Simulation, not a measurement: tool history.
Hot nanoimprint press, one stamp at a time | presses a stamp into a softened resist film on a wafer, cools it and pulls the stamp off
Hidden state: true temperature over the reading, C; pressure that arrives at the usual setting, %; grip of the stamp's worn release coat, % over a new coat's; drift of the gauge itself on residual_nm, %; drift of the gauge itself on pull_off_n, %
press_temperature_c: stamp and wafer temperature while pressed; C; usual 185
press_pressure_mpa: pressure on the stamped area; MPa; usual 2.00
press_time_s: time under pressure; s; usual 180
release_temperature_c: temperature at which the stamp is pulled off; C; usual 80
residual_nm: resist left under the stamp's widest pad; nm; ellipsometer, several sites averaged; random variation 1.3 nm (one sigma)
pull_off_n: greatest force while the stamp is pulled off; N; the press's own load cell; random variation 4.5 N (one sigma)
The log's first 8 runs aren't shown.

run,day,press_temperature_c,press_pressure_mpa,press_time_s,release_temperature_c,hours of work since the thermocouple was calibrated,imprints on the stamp's release coat,hours of work since the press's seals were changed,residual_nm,pull_off_n
9,7.008,185,2.00,180,80,262,1186,457,207.7,225
10,8.233,185,2.00,180,80,283,1279,477,208.6,221
# day 9.588: stamp cleaned and given a new release coat
11,9.600,185,2.00,180,80,301,1,496,208.7,221
12,10.625,185,2.00,180,80,318,78,513,208.5,223
13,11.346,185,2.00,180,80,330,132,525,208.7,219
14,12.212,185,2.00,180,80,345,197,539,209.8,210
15,12.767,185,2.00,180,80,354,239,549,207.0,222
16,13.467,185,2.00,180,76,366,291,560,207.9,244
# day 13.675: plate thermocouple calibrated
17,14.779,185,2.00,180,76,18,381,580,209.1,236
18,15.829,185,2.00,180,84,36,460,598,207.9,206
19,17.083,195,3.18,180,70,57,554,618,134.3,258
20,17.746,195,3.18,180,70,68,604,629,135.2,252
21,18.562,184,2.00,180,68,81,665,643,212.4,269
22,19.696,196,2.00,98,80,100,751,662,205.4,218
23,20.767,196,3.15,98,74,118,831,680,172.7,250
24,21.646,196,3.15,98,74,133,898,694,171.6,244
25,22.796,185,1.76,180,80,152,984,713,218.5,220
26,24.008,185,1.76,90,80,172,1075,734,271.1,230
27,24.888,183,2.05,130,76,187,1141,748,242.8,240
28,26.083,186,2.00,180,80,206,1231,768,203.0,213
29,27.208,186,2.00,180,80,225,1316,787,204.2,218
# day 28.033: stamp cleaned and given a new release coat
30,28.250,186,2.00,180,80,238,16,800,204.3,217

Forecast each of these 4 alternatives for the next run:
A,29.504,185,1.31,180,73,259,111,821,?,?
B,29.504,186,2.00,180,66,259,111,821,?,?
C,29.504,196,3.01,180,80,259,111,821,?,?
D,29.504,195,2.00,132,88,259,111,821,?,?

run,residual_nm,pull_off_n
A,241.6,244
B,206.4,275
C,136.6,208
D,185.5,190
Without the tool's hidden state the same runs would have given:
run,residual_nm,pull_off_n
A,241.2,244
B,206.0,275
C,136.2,207
D,185.1,189

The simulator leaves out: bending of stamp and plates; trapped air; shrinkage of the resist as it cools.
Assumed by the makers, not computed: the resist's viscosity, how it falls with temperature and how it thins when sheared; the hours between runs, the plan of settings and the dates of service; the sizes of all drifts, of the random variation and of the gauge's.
